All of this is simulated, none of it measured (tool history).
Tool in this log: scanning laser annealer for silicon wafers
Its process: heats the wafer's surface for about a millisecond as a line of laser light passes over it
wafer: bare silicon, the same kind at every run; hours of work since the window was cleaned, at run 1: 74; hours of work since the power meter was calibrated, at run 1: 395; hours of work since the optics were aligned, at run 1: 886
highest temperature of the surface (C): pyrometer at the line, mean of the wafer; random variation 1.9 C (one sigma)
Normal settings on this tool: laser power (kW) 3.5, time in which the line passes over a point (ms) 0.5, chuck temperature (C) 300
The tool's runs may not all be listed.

run     day  laser power (kW)  time in which the line passes over a point (ms)  chuck temperature (C)  hours of work since the window was cleaned  hours of work since the power meter was calibrated  hours of work since the optics were aligned  highest temperature of the surface (C)
  1       0               3.5                                              0.5                    300                                          74                                                 395                                          886                                    1103
  2   2.821               3.5                                              0.5                    300                                         104                                                 425                                          916                                    1100
  3   5.362               3.5                                              0.5                    300                                         131                                                 452                                          944                                    1093
  4   7.346               3.5                                              0.5                    300                                         153                                                 473                                          965                                    1096
  5   9.812               3.5                                              0.5                    268                                         179                                                 500                                          991                                    1061
  6  11.246             3.685                                              0.5                    300                                         194                                                 515                                         1007                                    1138
  7  13.875             3.685                                              0.5                    284                                         223                                                 543                                         1035                                    1118
     14.275  -- optics aligned, line set to its width
  8  16.783             3.685                                              0.5                    284                                         252                                                 572                                           27                                    1114
     18.725  -- optics aligned, line set to its width, once more
  9  19.421             3.685                                              0.5                    284                                         278                                                 598                                            7                                    1132
 10  21.788             3.685                                              0.5                    284                                         303                                                 624                                           33                                    1129
 11  23.571               3.5                                              0.5                    300                                         322                                                 643                                           52                                    1097
 12  25.696             3.304                                              0.5                    300                                         345                                                 666                                           75                                    1047
 13  27.879             3.304                                              0.5                    300                                         368                                                 689                                           98                                    1048
 14  30.717             3.304                                              0.5                    300                                         399                                                 720                                          129                                    1043
 15  32.608             3.304                                              0.5                    300                                         419                                                 740                                          149                                    1043
 16   33.85             3.167                                              0.5                    300                                         432                                                 753                                          162                                    1008
 17  35.875             3.716                                            0.618                    327                                         454                                                 775                                          184                                    1253
 18  37.629             3.457                                            0.403                    329                                         473                                                 794                                          203                                    1036
 19  39.996               3.5                                              0.5                    286                                         498                                                 819                                          228                                    1073
 20  42.038               3.5                                            0.608                    300                                         520                                                 841                                          250                                    1151
 21  43.988               3.5                                            0.608                    300                                         541                                                 862                                          271                                    1154

Below are 4 alternative next runs, each starting from the tool's condition after run 21. Predict each:
  A  45.458               3.5                                            0.392                    300                                         557                                                 878                                          287                                       ?
  B  45.458             3.444                                            0.384                    306                                         557                                                 878                                          287                                       ?
  C  45.458               3.5                                            0.608                    336                                         557                                                 878                                          287                                       ?
  D  45.458             3.183                                            0.608                    281                                         557                                                 878                                          287                                       ?

run  highest temperature of the surface (C)
  A                                    1000
  B                                     987
  C                                    1185
  D                                    1049
The same runs, with their run-to-run variation unchanged, on a tool lacking any hidden condition would have given:
run  highest temperature of the surface (C)
  A                                    1036
  B                                    1022
  C                                    1229
  D                                    1089
